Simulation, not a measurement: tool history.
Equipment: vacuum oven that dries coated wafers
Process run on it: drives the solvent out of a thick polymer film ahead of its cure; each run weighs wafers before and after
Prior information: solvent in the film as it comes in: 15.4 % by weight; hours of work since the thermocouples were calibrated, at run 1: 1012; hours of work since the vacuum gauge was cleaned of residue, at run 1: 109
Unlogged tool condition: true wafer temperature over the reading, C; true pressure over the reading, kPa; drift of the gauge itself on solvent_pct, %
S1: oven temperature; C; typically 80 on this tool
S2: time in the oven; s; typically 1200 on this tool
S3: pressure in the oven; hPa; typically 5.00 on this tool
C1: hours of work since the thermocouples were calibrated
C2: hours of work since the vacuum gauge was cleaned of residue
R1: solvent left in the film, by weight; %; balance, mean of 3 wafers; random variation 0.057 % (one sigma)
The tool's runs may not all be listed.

{"run": 1, "day": 0.0, "S1": 80, "S2": 1200, "S3": 5.0, "C1": 1012, "C2": 109, "R1": 3.8}
{"run": 2, "day": 0.642, "S1": 80, "S2": 1200, "S3": 5.0, "C1": 1021, "C2": 118, "R1": 3.87}
{"day": 1.675, "done": "oven's thermocouples calibrated"}
{"run": 3, "day": 1.712, "S1": 80, "S2": 1440, "S3": 5.0, "C1": 1, "C2": 132, "R1": 3.24}
{"run": 4, "day": 2.312, "S1": 80, "S2": 1200, "S3": 2.72, "C1": 9, "C2": 140, "R1": 3.75}
{"run": 5, "day": 2.804, "S1": 85, "S2": 1200, "S3": 5.0, "C1": 16, "C2": 147, "R1": 2.95}
{"run": 6, "day": 3.788, "S1": 85, "S2": 1200, "S3": 5.0, "C1": 29, "C2": 161, "R1": 2.91}
{"run": 7, "day": 4.45, "S1": 80, "S2": 660, "S3": 5.0, "C1": 39, "C2": 170, "R1": 6.56}
{"run": 8, "day": 5.3, "S1": 80, "S2": 660, "S3": 5.0, "C1": 50, "C2": 182, "R1": 6.55}
{"run": 9, "day": 6.121, "S1": 80, "S2": 660, "S3": 5.0, "C1": 62, "C2": 193, "R1": 6.6}
{"run": 10, "day": 6.775, "S1": 80, "S2": 1200, "S3": 6.04, "C1": 71, "C2": 202, "R1": 4.1}
{"run": 11, "day": 7.388, "S1": 80, "S2": 1200, "S3": 6.04, "C1": 80, "C2": 211, "R1": 4.07}
{"run": 12, "day": 8.367, "S1": 67, "S2": 1200, "S3": 6.04, "C1": 93, "C2": 225, "R1": 6.98}
{"run": 13, "day": 9.121, "S1": 80, "S2": 1200, "S3": 19.06, "C1": 104, "C2": 235, "R1": 5.23}
{"run": 14, "day": 9.738, "S1": 80, "S2": 1200, "S3": 5.0, "C1": 112, "C2": 244, "R1": 4.06}
{"run": 15, "day": 10.271, "S1": 80, "S2": 1200, "S3": 5.0, "C1": 120, "C2": 251, "R1": 4.01}
{"run": 16, "day": 10.892, "S1": 80, "S2": 1200, "S3": 5.0, "C1": 128, "C2": 260, "R1": 4.05}
{"run": 17, "day": 11.579, "S1": 80, "S2": 1200, "S3": 5.0, "C1": 138, "C2": 269, "R1": 4.05}
{"run": 18, "day": 12.446, "S1": 80, "S2": 1200, "S3": 4.84, "C1": 150, "C2": 281, "R1": 3.9}
{"run": 19, "day": 13.25, "S1": 87, "S2": 1200, "S3": 5.0, "C1": 161, "C2": 292, "R1": 2.57}
{"run": 20, "day": 13.846, "S1": 87, "S2": 1200, "S3": 5.0, "C1": 169, "C2": 301, "R1": 2.52}
{"run": 21, "day": 14.712, "S1": 79, "S2": 1200, "S3": 5.0, "C1": 181, "C2": 313, "R1": 4.28}
{"run": 22, "day": 15.242, "S1": 79, "S2": 1200, "S3": 5.0, "C1": 189, "C2": 320, "R1": 4.17}
{"run": 23, "day": 15.783, "S1": 90, "S2": 1200, "S3": 5.0, "C1": 196, "C2": 328, "R1": 2.11}
{"run": 24, "day": 16.329, "S1": 90, "S2": 1200, "S3": 5.0, "C1": 204, "C2": 335, "R1": 2.2}
{"run": 25, "day": 16.892, "S1": 73, "S2": 1320, "S3": 5.0, "C1": 212, "C2": 343, "R1": 5.09}
{"run": 26, "day": 17.438, "S1": 72, "S2": 1080, "S3": 5.0, "C1": 219, "C2": 351, "R1": 6.12}
{"day": 17.571, "done": "vacuum gauge cleaned of residue and calibrated"}
{"run": 27, "day": 17.929, "S1": 80, "S2": 780, "S3": 2.66, "C1": 225, "C2": 5, "R1": 5.61}
{"run": 28, "day": 18.767, "S1": 95, "S2": 1080, "S3": 2.66, "C1": 237, "C2": 17, "R1": 1.61}
{"run": 29, "day": 19.367, "S1": 76, "S2": 1080, "S3": 2.66, "C1": 245, "C2": 25, "R1": 5.16}
{"run": 30, "day": 20.088, "S1": 91, "S2": 1200, "S3": 3.06, "C1": 255, "C2": 35, "R1": 1.74}
{"run": 31, "day": 20.808, "S1": 68, "S2": 840, "S3": 2.93, "C1": 265, "C2": 45, "R1": 7.91}
{"day": 21.667, "done": "vacuum gauge cleaned of residue and calibrated, once more"}
{"run": 32, "day": 21.888, "S1": 68, "S2": 840, "S3": 2.93, "C1": 280, "C2": 3, "R1": 7.91}
{"run": 33, "day": 22.483, "S1": 69, "S2": 2040, "S3": 5.96, "C1": 288, "C2": 11, "R1": 4.35}
{"run": 34, "day": 23.083, "S1": 82, "S2": 1440, "S3": 5.0, "C1": 296, "C2": 20, "R1": 2.66}
{"run": 35, "day": 23.85, "S1": 83, "S2": 660, "S3": 3.64, "C1": 307, "C2": 30, "R1": 5.7}
{"run": 36, "day": 24.267, "S1": 83, "S2": 660, "S3": 11.12, "C1": 313, "C2": 36, "R1": 6.36}
{"run": 37, "day": 25.108, "S1": 89, "S2": 660, "S3": 6.23, "C1": 324, "C2": 48, "R1": 4.55}
{"run": 38, "day": 25.929, "S1": 89, "S2": 840, "S3": 13.71, "C1": 336, "C2": 59, "R1": 3.97}
{"run": 39, "day": 26.425, "S1": 89, "S2": 660, "S3": 3.11, "C1": 343, "C2": 66, "R1": 4.47}
{"run": 40, "day": 27.233, "S1": 67, "S2": 1200, "S3": 14.85, "C1": 354, "C2": 77, "R1": 8.16}
{"run": 41, "day": 28.008, "S1": 67, "S2": 1200, "S3": 2.83, "C1": 365, "C2": 88, "R1": 6.61}
{"run": 42, "day": 28.996, "S1": 70, "S2": 840, "S3": 5.0, "C1": 378, "C2": 102, "R1": 7.71}
{"run": 43, "day": 29.817, "S1": 70, "S2": 840, "S3": 5.0, "C1": 390, "C2": 113, "R1": 7.54}
{"run": 44, "day": 30.521, "S1": 70, "S2": 840, "S3": 10.43, "C1": 400, "C2": 123, "R1": 8.15}
{"run": 45, "day": 31.179, "S1": 88, "S2": 840, "S3": 10.43, "C1": 409, "C2": 132, "R1": 4.19}
{"run": 46, "day": 32.079, "S1": 70, "S2": 1260, "S3": 17.15, "C1": 421, "C2": 145, "R1": 7.26}
{"run": 47, "day": 32.896, "S1": 80, "S2": 1260, "S3": 3.54, "C1": 433, "C2": 156, "R1": 3.58}

Results per run with the tool's hidden condition removed, run-to-run variation unchanged:
run=1 R1=3.94
run=2 R1=4.01
run=3 R1=3.23
run=4 R1=3.74
run=5 R1=2.95
run=6 R1=2.90
run=7 R1=6.56
run=8 R1=6.54
run=9 R1=6.60
run=10 R1=4.09
run=11 R1=4.06
run=12 R1=6.95
run=13 R1=5.22
run=14 R1=4.04
run=15 R1=3.99
run=16 R1=4.02
run=17 R1=4.02
run=18 R1=3.87
run=19 R1=2.55
run=20 R1=2.49
run=21 R1=4.24
run=22 R1=4.13
run=23 R1=2.08
run=24 R1=2.16
run=25 R1=5.04
run=26 R1=6.07
run=27 R1=5.57
run=28 R1=1.57
run=29 R1=5.09
run=30 R1=1.69
run=31 R1=7.83
run=32 R1=7.95
run=33 R1=4.40
run=34 R1=2.70
run=35 R1=5.75
run=36 R1=6.41
run=37 R1=4.60
run=38 R1=4.01
run=39 R1=4.52
run=40 R1=8.19
run=41 R1=6.63
run=42 R1=7.74
run=43 R1=7.56
run=44 R1=8.18
run=45 R1=4.23
run=46 R1=7.29
run=47 R1=3.60
